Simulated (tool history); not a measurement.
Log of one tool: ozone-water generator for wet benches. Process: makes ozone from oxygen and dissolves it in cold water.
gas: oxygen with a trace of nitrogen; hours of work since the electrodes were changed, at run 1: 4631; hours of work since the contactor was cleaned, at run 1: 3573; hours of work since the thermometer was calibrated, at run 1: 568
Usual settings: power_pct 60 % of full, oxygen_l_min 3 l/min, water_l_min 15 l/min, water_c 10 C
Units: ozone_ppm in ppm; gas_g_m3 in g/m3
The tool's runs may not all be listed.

run    hour  power_pct  oxygen_l_min  water_l_min  water_c  hours of work since the electrodes were changed  hours of work since the contactor was cleaned  hours of work since the thermometer was calibrated  ozone_ppm  gas_g_m3
  1       0         60             3           15       10                                             4631                                           3573                                                 568       14.3     160.5
  2   104.5         60             3           15       10                                             4694                                           3636                                                 631       14.7       160
  3     313         60             3           15       10                                             4821                                           3763                                                 758       14.6     160.2
  4   442.2         60             3           15       10                                             4899                                           3841                                                 836       14.6     159.3
  5   564.2         60             3           15        9                                             4973                                           3915                                                 910       14.6       159
  6   662.3         60             3           15        9                                             5033                                           3975                                                 970       14.8     158.8
  7   757.7         60             3           15        9                                             5090                                           4033                                                1028         15     157.9
  8   889.5         60          2.06           15        9                                             5170                                           4113                                                1108       13.1       185
  9  1050.3         60             3           15       10                                             5268                                           4210                                                1205       14.7     157.5
 10  1175.2         60             3           15       10                                             5344                                           4286                                                1281       14.6     156.4
 11  1367.5         60             3           15       10                                             5461                                           4403                                                1398       14.8     157.9
 12  1474.3         60             3           15       10                                             5525                                           4468                                                1463       14.7     156.8
 13  1679.6         60             3           15       10                                             5650                                           4592                                                1587       14.9       157
 14  1805.8         60             3           15       13                                             5726                                           4669                                                1664       14.1     154.9
 15  1896.9         60             3           15       13                                             5782                                           4724                                                1719       14.3     155.6
     1910.7  -- gauge calibrated
 16  1988.8         60             3           15       13                                             5838                                           4780                                                1775       14.4     159.8
 17    2085         60             3           15       13                                             5896                                           4838                                                1833       14.2     161.9
 18  2240.5         43          1.87            9        7                                             5990                                           4933                                                1928       16.8     158.2
 19  2383.3         43          1.87            9        7                                             6077                                           5019                                                2014       17.1     158.6
 20  2573.1         60          1.58           15        6                                             6192                                           5135                                                2129         12     208.6
 21  2708.2         60          1.58           15        6                                             6274                                           5217                                                2211       12.6     207.7
     2760.1  -- contactor cleaned
 22  2915.1         60          1.72           15       10                                             6397                                             94                                                2335       12.3     198.3
 23  3132.5         60          1.74           14       10                                             6529                                            226                                                2466       13.1       199
 24  3310.4         60          1.88           15       10                                             6637                                            334                                                2574       12.8       191
     3357.8  -- water thermometer calibrated
 25  3442.6         60          1.88           15       10                                             6717                                            414                                                  51       12.8       192
 26  3601.3         60          3.96           15       10                                             6813                                            510                                                 148       15.6     139.1
 27    3807         60          3.96           15       10                                             6938                                            635                                                 273       15.5     137.9
 28  4017.3         60          1.64           21       13                                             7066                                            763                                                 400        8.4       201
 29  4115.7         60          1.64           21       13                                             7126                                            822                                                 460        8.5     201.6
 30  4261.8         75          4.15           21        7                                             7214                                            911                                                 549         14     154.4
 31  4431.8         75          4.15           21        7                                             7317                                           1014                                                 652       13.8     154.2
 32  4571.4         42             3           20       16                                             7402                                           1099                                                 737        8.4     124.4
 33  4705.1         60          1.88           18       10                                             7483                                           1180                                                 818       10.6     186.8

Forecast each of these 4 alternatives for the next run:
  A  4926.3         60          2.29           18        8                                             7618                                           1314                                                 952          ?         ?
  B  4926.3         96          1.88           18       10                                             7618                                           1314                                                 952          ?         ?
  C  4926.3         60          1.88           16       10                                             7618                                           1314                                                 952          ?         ?
  D  4926.3         60          1.88           19       11                                             7618                                           1314                                                 952          ?         ?

run  ozone_ppm  gas_g_m3
  A       11.5       171
  B       14.1     250.5
  C         12     185.6
  D         10     187.7
Without the tool's hidden state the same runs would have given:
run  ozone_ppm  gas_g_m3
  A       11.6     179.7
  B       14.2     263.3
  C         12     194.9
  D         10     197.2
